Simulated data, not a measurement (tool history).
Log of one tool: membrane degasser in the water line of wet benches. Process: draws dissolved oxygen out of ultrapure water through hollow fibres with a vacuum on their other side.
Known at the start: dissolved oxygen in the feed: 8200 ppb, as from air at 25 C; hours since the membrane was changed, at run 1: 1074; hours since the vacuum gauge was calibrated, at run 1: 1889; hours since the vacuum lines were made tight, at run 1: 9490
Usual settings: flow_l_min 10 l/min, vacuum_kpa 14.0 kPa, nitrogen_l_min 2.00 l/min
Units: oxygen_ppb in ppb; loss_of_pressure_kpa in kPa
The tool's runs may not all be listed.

run	day	flow_l_min	vacuum_kpa	nitrogen_l_min	hours since the membrane was changed	hours since the vacuum gauge was calibrated	hours since the vacuum lines were made tight	oxygen_ppb	loss_of_pressure_kpa
1	0.000	10	14.0	2.00	1074	1889	9490	311.3	25.82
2	3.404	10	14.0	2.11	1156	1971	9572	300.3	25.35
3	6.400	10	14.0	2.11	1228	2043	9644	308.1	25.38
4	9.208	10	14.0	2.00	1295	2110	9711	310.3	25.25
5	11.317	10	14.0	2.00	1346	2161	9762	309.9	25.68
6	13.646	10	14.0	1.36	1402	2217	9818	368.4	25.69
7	17.092	10	14.0	1.36	1485	2299	9900	372.8	25.67
8	20.379	12	14.0	0.80	1563	2378	9979	679.2	30.61
9	23.442	15	13.1	4.19	1637	2452	10053	628.3	38.22
10	26.208	10	14.0	2.08	1703	2518	10119	311.8	25.17
11	29.242	9	24.5	2.00	1776	2591	10192	352.5	22.89
12	31.771	9	24.5	2.00	1837	2652	10253	363.2	23.11
13	34.092	9	24.5	2.00	1893	2707	10308	360.1	23.00
14	36.888	9	24.5	2.00	1960	2775	10375	361.3	22.98

Forecast each of these 4 alternatives for the next run:
A	39.667	10	21.3	5.26	2026	2841	10442	?	?
B	39.667	9	17.2	2.00	2026	2841	10442	?	?
C	39.667	10	14.0	3.64	2026	2841	10442	?	?
D	39.667	14	19.4	1.03	2026	2841	10442	?	?

run	oxygen_ppb	loss_of_pressure_kpa
A	267.3	25.55
B	284.2	23.05
C	256.2	25.48
D	906.4	35.63
Without the tool's hidden state the same runs would have given:
run	oxygen_ppb	loss_of_pressure_kpa
A	256.2	25.27
B	271.4	22.79
C	245.3	25.20
D	881.8	35.24
